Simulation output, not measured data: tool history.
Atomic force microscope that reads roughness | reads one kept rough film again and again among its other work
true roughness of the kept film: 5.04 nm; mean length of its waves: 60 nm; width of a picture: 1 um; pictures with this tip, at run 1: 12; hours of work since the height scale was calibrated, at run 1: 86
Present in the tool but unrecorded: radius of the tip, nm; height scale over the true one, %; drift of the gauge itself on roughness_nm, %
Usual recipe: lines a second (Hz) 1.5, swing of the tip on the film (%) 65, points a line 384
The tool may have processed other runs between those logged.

| run | hour | lines a second (Hz) | swing of the tip on the film (%) | points a line | pictures with this tip | hours of work since the height scale was calibrated | roughness of the kept film (nm (root mean square)) |
|---|---|---|---|---|---|---|---|
| 1 | 0 | 1.5 | 65 | 384 | 12 | 86 | 4.561 |
| 2 | 3.9 | 1.56 | 65 | 384 | 16 | 87 | 4.534 |
| 3 | 13.2 | 1.56 | 65 | 384 | 26 | 92 | 4.535 |
| 4 | 20.1 | 1.5 | 65 | 371 | 34 | 95 | 4.531 |
| 5 | 29.1 | 1.5 | 65 | 371 | 44 | 99 | 4.525 |
| 6 | 35.2 | 1.5 | 65 | 371 | 50 | 102 | 4.514 |
| 7 | 41 | 1.5 | 65 | 371 | 57 | 105 | 4.52 |
| 8 | 48.4 | 1.5 | 65 | 371 | 65 | 108 | 4.511 |
| 9 | 54.2 | 1.5 | 65 | 371 | 71 | 111 | 4.449 |
| 10 | 58.1 | 0.65 | 65 | 384 | 75 | 113 | 4.579 |
| 11 | 66.4 | 0.65 | 65 | 384 | 85 | 117 | 4.582 |
| 12 | 73.1 | 0.65 | 65 | 384 | 92 | 120 | 4.561 |
| 13 | 77.2 | 0.65 | 65 | 384 | 96 | 122 | 4.552 |
| 14 | 81.6 | 0.65 | 65 | 384 | 101 | 124 | 4.542 |
| 15 | 90.3 | 0.65 | 65 | 384 | 111 | 128 | 4.543 |
| 16 | 98.7 | 1.5 | 65 | 601 | 120 | 132 | 4.437 |
| 17 | 104.7 | 1.5 | 65 | 384 | 127 | 134 | 4.399 |
| 18 | 108.8 | 1.5 | 75 | 384 | 131 | 136 | 4.294 |
| 19 | 117 | 0.65 | 65 | 384 | 140 | 140 | 4.542 |
| 20 | 123.2 | 1.89 | 65 | 384 | 147 | 143 | 4.368 |
| 21 | 127.2 | 2.63 | 84 | 408 | 151 | 145 | 3.762 |
| 22 | 136.4 | 2.63 | 84 | 408 | 161 | 149 | 3.749 |
| 23 | 142.2 | 1.36 | 60 | 586 | 168 | 152 | 4.441 |
|  | 143.8 | height scale calibrated on a step standard |
| 24 | 149.1 | 1.35 | 56 | 873 | 174 | 2 | 4.437 |
| 25 | 158.1 | 3.59 | 89 | 721 | 184 | 7 | 3.338 |
| 26 | 166.7 | 1.09 | 65 | 789 | 193 | 11 | 4.411 |
| 27 | 173.6 | 1.09 | 65 | 789 | 201 | 14 | 4.396 |
|  | 176.4 | height scale calibrated on a step standard, once more |
| 28 | 180.5 | 2.58 | 65 | 789 | 207 | 2 | 4.215 |
| 29 | 184.9 | 2.58 | 65 | 789 | 212 | 4 | 4.2 |
| 30 | 191.4 | 2.58 | 65 | 789 | 219 | 7 | 4.211 |
| 31 | 196.7 | 2.58 | 65 | 789 | 225 | 9 | 4.194 |
| 32 | 205 | 0.64 | 80 | 789 | 234 | 13 | 4.318 |
| 33 | 212.6 | 0.64 | 80 | 789 | 242 | 17 | 4.321 |
| 34 | 220.2 | 0.64 | 80 | 789 | 251 | 20 | 4.279 |
| 35 | 224.5 | 0.64 | 80 | 789 | 255 | 22 | 4.291 |

Forecast each of these 3 alternatives for the next run:
| A | 231.1 | 1.43 | 86 | 321 | 263 | 25 | ? |
| B | 231.1 | 0.67 | 65 | 295 | 263 | 25 | ? |
| C | 231.1 | 0.5 | 56 | 384 | 263 | 25 | ? |

| run | roughness of the kept film (nm (root mean square)) |
|---|---|
| A | 3.965 |
| B | 4.369 |
| C | 4.374 |
Had the tool no hidden state, the same runs would have come out as:
| run | roughness of the kept film (nm (root mean square)) |
|---|---|
| A | 4.237 |
| B | 4.668 |
| C | 4.673 |
